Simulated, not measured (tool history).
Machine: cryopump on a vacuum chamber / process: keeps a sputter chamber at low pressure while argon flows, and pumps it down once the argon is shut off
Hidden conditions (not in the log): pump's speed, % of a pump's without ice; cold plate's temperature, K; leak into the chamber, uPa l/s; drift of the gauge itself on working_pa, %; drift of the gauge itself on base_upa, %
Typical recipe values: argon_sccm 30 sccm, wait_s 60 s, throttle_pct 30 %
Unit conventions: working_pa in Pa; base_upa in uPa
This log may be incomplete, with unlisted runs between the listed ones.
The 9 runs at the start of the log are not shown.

run	hour	argon_sccm	wait_s	throttle_pct	hours of work since the pump was warmed up and emptied	hours of work since the cold head was overhauled	hours of work since the chamber's fittings were tightened	working_pa	base_upa
10	522.5	30	60	58	545	3123	396	0.1106	3.34
11	590.9	56	60	30	602	3181	454	0.3772	3.46
12	642.9	30	60	30	646	3224	497	0.2012	3.56
13	728	30	60	30	718	3296	569	0.2044	3.87
14	790	30	60	40	770	3348	621	0.1584	3.89
# hour 838.6: pump warmed up, emptied and cooled again
15	864	30	60	40	21	3406	679	0.1424	3.59
16	945.9	30	60	30	90	3475	748	0.1886	3.72
17	1015.8	30	60	30	149	3533	806	0.1923	3.77
18	1062.5	28	60	19	188	3573	846	0.2815	3.97
19	1100.3	28	60	19	220	3604	877	0.2791	3.97
20	1158.3	30	215	49	269	3653	926	0.1222	2.67
21	1197.5	27	215	27	302	3686	959	0.1932	2.77
22	1280.3	37	23	45	371	3756	1029	0.1652	7.62
23	1344.4	37	23	45	425	3809	1082	0.1664	8.02
24	1414	37	33	19	483	3868	1141	0.3768	6.34
25	1453.1	25	65	34	516	3901	1174	0.1487	4.6
26	1523.3	34	27	39	575	3960	1233	0.1788	7.3
27	1602.9	22	36	39	642	4027	1300	0.116	6.45
28	1671.7	30	99	30	700	4084	1357	0.2035	4.43
29	1750.7	49	45	32	766	4151	1424	0.3145	6.3
# hour 1798.3: pump warmed up, emptied and cooled again
30	1800.5	51	99	34	2	4189	1462	0.284	4.07
31	1880.3	30	60	34	69	4256	1529	0.1675	4.98
32	1953.9	24	87	53	131	4317	1590	0.0887	4.58
33	2029.5	24	87	53	194	4381	1654	0.0906	4.73
34	2100.2	34	76	33	254	4440	1713	0.2025	5.12

3 ways to go on from here, each from the tool as it stands after run 34. What would each give?
A	2173.7	30	195	30	315	4502	1775	?	?
B	2173.7	18	60	16	315	4502	1775	?	?
C	2173.7	22	31	15	315	4502	1775	?	?

run	working_pa	base_upa
A	0.1959	4.22
B	0.2165	5.52
C	0.2814	7.64
With no hidden state in the tool, these same runs would have given:
run	working_pa	base_upa
A	0.1867	0.97
B	0.2109	2.3
C	0.2746	4.28

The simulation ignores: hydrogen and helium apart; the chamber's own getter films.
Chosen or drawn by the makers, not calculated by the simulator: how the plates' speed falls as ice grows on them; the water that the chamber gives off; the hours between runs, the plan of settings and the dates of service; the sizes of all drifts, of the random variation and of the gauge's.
